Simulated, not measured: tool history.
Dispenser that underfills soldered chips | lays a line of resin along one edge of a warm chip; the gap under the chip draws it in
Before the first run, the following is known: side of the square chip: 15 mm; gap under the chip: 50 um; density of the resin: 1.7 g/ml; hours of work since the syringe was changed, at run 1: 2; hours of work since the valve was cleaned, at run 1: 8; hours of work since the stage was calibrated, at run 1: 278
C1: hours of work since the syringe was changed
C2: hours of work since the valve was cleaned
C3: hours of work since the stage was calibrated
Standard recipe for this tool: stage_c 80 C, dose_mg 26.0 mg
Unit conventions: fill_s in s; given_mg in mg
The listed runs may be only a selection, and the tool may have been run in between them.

{"run": 1, "hour": 0.0, "stage_c": 80, "dose_mg": 26.0, "C1": 2, "C2": 8, "C3": 278, "fill_s": 402.1, "given_mg": 25.88}
{"hour": 7.4, "done": "new syringe of resin"}
{"run": 2, "hour": 8.6, "stage_c": 80, "dose_mg": 26.0, "C1": 1, "C2": 13, "C3": 283, "fill_s": 364.1, "given_mg": 25.87}
{"run": 3, "hour": 16.7, "stage_c": 84, "dose_mg": 26.0, "C1": 6, "C2": 18, "C3": 288, "fill_s": 405.1, "given_mg": 25.81}
{"hour": 18.7, "done": "new syringe of resin"}
{"run": 4, "hour": 24.3, "stage_c": 84, "dose_mg": 26.0, "C1": 4, "C2": 23, "C3": 293, "fill_s": 346.9, "given_mg": 25.79}
{"hour": 29.6, "done": "new syringe of resin"}
{"run": 5, "hour": 31.1, "stage_c": 84, "dose_mg": 26.0, "C1": 1, "C2": 27, "C3": 297, "fill_s": 303.1, "given_mg": 25.72}
{"hour": 40.5, "done": "new syringe of resin"}
{"run": 6, "hour": 40.8, "stage_c": 90, "dose_mg": 26.0, "C1": 0, "C2": 33, "C3": 303, "fill_s": 224.0, "given_mg": 25.72}
{"run": 7, "hour": 47.6, "stage_c": 88, "dose_mg": 27.7, "C1": 5, "C2": 38, "C3": 308, "fill_s": 302.4, "given_mg": 27.38}
{"hour": 51.2, "done": "new syringe of resin"}
{"run": 8, "hour": 54.0, "stage_c": 88, "dose_mg": 27.7, "C1": 2, "C2": 42, "C3": 312, "fill_s": 258.7, "given_mg": 27.23}
{"run": 9, "hour": 59.6, "stage_c": 78, "dose_mg": 25.1, "C1": 5, "C2": 46, "C3": 316, "fill_s": 529.0, "given_mg": 24.75}
{"hour": 62.3, "done": "new syringe of resin"}
{"run": 10, "hour": 69.8, "stage_c": 90, "dose_mg": 33.0, "C1": 5, "C2": 52, "C3": 322, "fill_s": 266.8, "given_mg": 32.38}
{"hour": 73.6, "done": "new syringe of resin"}
{"run": 11, "hour": 78.1, "stage_c": 67, "dose_mg": 23.7, "C1": 3, "C2": 57, "C3": 327, "fill_s": 789.6, "given_mg": 23.23}
{"hour": 84.8, "done": "new syringe of resin"}
{"run": 12, "hour": 86.0, "stage_c": 67, "dose_mg": 23.7, "C1": 1, "C2": 62, "C3": 332, "fill_s": 739.0, "given_mg": 23.14}

5 ways to go on from here, each from the tool as it stands after run 12. What would each give?
{"hour": 91.6, "done": "stage's temperature calibrated"}
{"hour": 96.6, "done": "new syringe of resin"}
{"run": "A", "hour": 96.6, "stage_c": 67, "dose_mg": 33.3, "C1": 0, "C2": 68, "C3": 3, "fill_s": "?", "given_mg": "?"}
{"hour": 91.6, "done": "stage's temperature calibrated"}
{"hour": 96.6, "done": "new syringe of resin"}
{"run": "B", "hour": 96.6, "stage_c": 69, "dose_mg": 31.4, "C1": 0, "C2": 68, "C3": 3, "fill_s": "?", "given_mg": "?"}
{"hour": 91.6, "done": "stage's temperature calibrated"}
{"hour": 96.6, "done": "new syringe of resin"}
{"run": "C", "hour": 96.6, "stage_c": 71, "dose_mg": 30.2, "C1": 0, "C2": 68, "C3": 3, "fill_s": "?", "given_mg": "?"}
{"hour": 91.6, "done": "stage's temperature calibrated"}
{"hour": 96.6, "done": "new syringe of resin"}
{"run": "D", "hour": 96.6, "stage_c": 78, "dose_mg": 22.2, "C1": 0, "C2": 68, "C3": 3, "fill_s": "?", "given_mg": "?"}
{"hour": 91.6, "done": "stage's temperature calibrated"}
{"hour": 96.6, "done": "new syringe of resin"}
{"run": "E", "hour": 96.6, "stage_c": 83, "dose_mg": 31.2, "C1": 0, "C2": 68, "C3": 3, "fill_s": "?", "given_mg": "?"}

run=A fill_s=668.1 given_mg=32.48
run=B fill_s=608.6 given_mg=30.59
run=C fill_s=545.7 given_mg=29.48
run=D fill_s=430.0 given_mg=21.68
run=E fill_s=302.1 given_mg=30.41
With the hidden condition removed and each run's random variation left untouched, the same runs would have given:
run=A fill_s=680.5 given_mg=33.29
run=B fill_s=619.4 given_mg=31.36
run=C fill_s=554.9 given_mg=30.22
run=D fill_s=433.3 given_mg=22.22
run=E fill_s=306.9 given_mg=31.17
